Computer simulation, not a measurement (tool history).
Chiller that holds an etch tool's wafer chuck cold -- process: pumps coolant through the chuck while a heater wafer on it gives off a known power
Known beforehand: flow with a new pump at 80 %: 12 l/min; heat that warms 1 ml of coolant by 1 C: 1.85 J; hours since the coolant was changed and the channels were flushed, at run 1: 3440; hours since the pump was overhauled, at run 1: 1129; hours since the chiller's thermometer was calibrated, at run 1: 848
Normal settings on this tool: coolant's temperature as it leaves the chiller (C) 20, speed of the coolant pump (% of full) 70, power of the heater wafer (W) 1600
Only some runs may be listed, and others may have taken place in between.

| run | hour | coolant's temperature as it leaves the chiller (C) | speed of the coolant pump (% of full) | power of the heater wafer (W) | hours since the coolant was changed and the channels were flushed | hours since the pump was overhauled | hours since the chiller's thermometer was calibrated | chuck's temperature once it has settled (C) | how much warmer the coolant comes back (C) |
|---|---|---|---|---|---|---|---|---|---|
| 1 | 0 | 20 | 70 | 1600 | 3440 | 1129 | 848 | 31.9 | 5.04 |
| 2 | 23.4 | 25 | 70 | 1600 | 3464 | 1152 | 871 | 37 | 5.04 |
| 3 | 63.5 | 25 | 70 | 1600 | 3504 | 1192 | 911 | 36.9 | 5.03 |
| 4 | 101.8 | 20 | 70 | 1600 | 3542 | 1230 | 949 | 31.9 | 5.07 |
| 5 | 131.9 | 20 | 70 | 1600 | 3572 | 1260 | 979 | 32 | 5.08 |
| 6 | 159.2 | 20 | 70 | 1600 | 3599 | 1288 | 1007 | 31.7 | 5.13 |
| 7 | 185.6 | 20 | 70 | 1600 | 3626 | 1314 | 1033 | 31.9 | 5.09 |
| 8 | 204.7 | 20 | 70 | 1600 | 3645 | 1333 | 1052 | 32 | 5.08 |
| 9 | 230.3 | 20 | 70 | 1600 | 3671 | 1359 | 1078 | 32 | 5.07 |
| 10 | 257.2 | 17 | 70 | 1600 | 3697 | 1386 | 1105 | 28.9 | 5.14 |
| 11 | 276 | 20 | 70 | 1600 | 3716 | 1405 | 1124 | 32 | 5.11 |
| 12 | 314 | 20 | 70 | 1600 | 3754 | 1443 | 1162 | 31.9 | 5.1 |
| 13 | 342.6 | 22 | 70 | 1600 | 3783 | 1471 | 1190 | 33.9 | 5.1 |
| 14 | 371.4 | 15 | 75 | 865 | 3812 | 1500 | 1219 | 21 | 2.6 |
| 15 | 399 | 10 | 62 | 1817 | 3839 | 1528 | 1247 | 25.3 | 6.7 |

Predict the results of run 16:
| 16 | 429.3 | 10 | 77 | 1817 | 3870 | 1558 | 1277 | ? | ? |

chuck's temperature once it has settled (C): 22.3
how much warmer the coolant comes back (C): 5.18
On a tool with no hidden condition, and with the same random variation, this run would have come out at chuck's temperature once it has settled (C) 22.3, how much warmer the coolant comes back (C) 5.07.
